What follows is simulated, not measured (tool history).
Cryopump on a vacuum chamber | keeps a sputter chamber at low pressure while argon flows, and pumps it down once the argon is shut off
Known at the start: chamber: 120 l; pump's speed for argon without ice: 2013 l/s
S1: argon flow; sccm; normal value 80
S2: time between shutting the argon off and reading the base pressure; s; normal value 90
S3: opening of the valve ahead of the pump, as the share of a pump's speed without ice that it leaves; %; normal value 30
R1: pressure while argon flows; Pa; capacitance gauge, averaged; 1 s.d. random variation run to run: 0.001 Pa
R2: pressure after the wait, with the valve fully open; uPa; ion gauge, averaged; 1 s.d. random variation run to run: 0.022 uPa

run   hour   S1   S2  S3      R1    R2
  1      0   80   90  30  0.2337  0.69
  2   14.7   80   27  30  0.2342  1.77
  3   33.5   80   27  30  0.2355  1.82
  4   53.5   80   27  30  0.2366  1.74
  5   66.5   80   27  30  0.2377  1.84
  6     84   80   90  22  0.3174  0.69
  7   95.7   80   90  22  0.3168   0.7
  8  105.8  143   90  30  0.4244  0.71
  9  116.1   75   90  30  0.2239  0.75
 10  126.5   80   90  30   0.239  0.71
 11  136.2   80   90  30  0.2395  0.74
 12  156.1   80   90  38  0.1919  0.73
 13  169.7   80   90  30  0.2384   0.8
 14  185.5   80   90  30  0.2392  0.74
 15  206.2   80   41  30  0.2397  1.25
 16  219.1   80   41  30  0.2402  1.33
 17    239   80   41  30   0.242  1.34
 18  251.6   80   41  30  0.2409  1.27
 19  264.9   79   95  32  0.2247  0.77
 20  282.3   35   36  18  0.1724  1.47
 21  302.8   71   51  17  0.3665  1.11
 22  311.6   95   90  30  0.2936  0.77
 23  330.3  149   29  30   0.457  1.73
 24  351.2  149   29  30  0.4573  1.76
 25  367.7  149   29  30  0.4603  1.71
 26  381.9  143  196  31  0.4298  0.57
 27  392.2  143  196  23  0.5646  0.56
 28  413.2  143  196  23  0.5639  0.55
 29  421.7   36  126  18  0.1801  0.68
 30  441.2   38  126  41  0.0904  0.69
 31  457.1  124   89  54   0.234  0.86
 32  473.7   76   90  22  0.3164  0.82
 33  491.6   84   37  36  0.2243  1.48

3 ways to go on from here, each from the tool as it stands after run 33. What would each give?
  A  508.7  84   29  36   ?   ?
  B  508.7  65  149  17   ?   ?
  C  508.7  80  117  30   ?   ?

run      R1    R2
  A  0.2266  1.84
  B  0.3442  0.62
  C  0.2531   0.7
The same runs, with their run-to-run variation unchanged, on a tool lacking any hidden condition would have given:
run      R1    R2
  A  0.1962  1.61
  B  0.3207  0.39
  C  0.2243  0.47

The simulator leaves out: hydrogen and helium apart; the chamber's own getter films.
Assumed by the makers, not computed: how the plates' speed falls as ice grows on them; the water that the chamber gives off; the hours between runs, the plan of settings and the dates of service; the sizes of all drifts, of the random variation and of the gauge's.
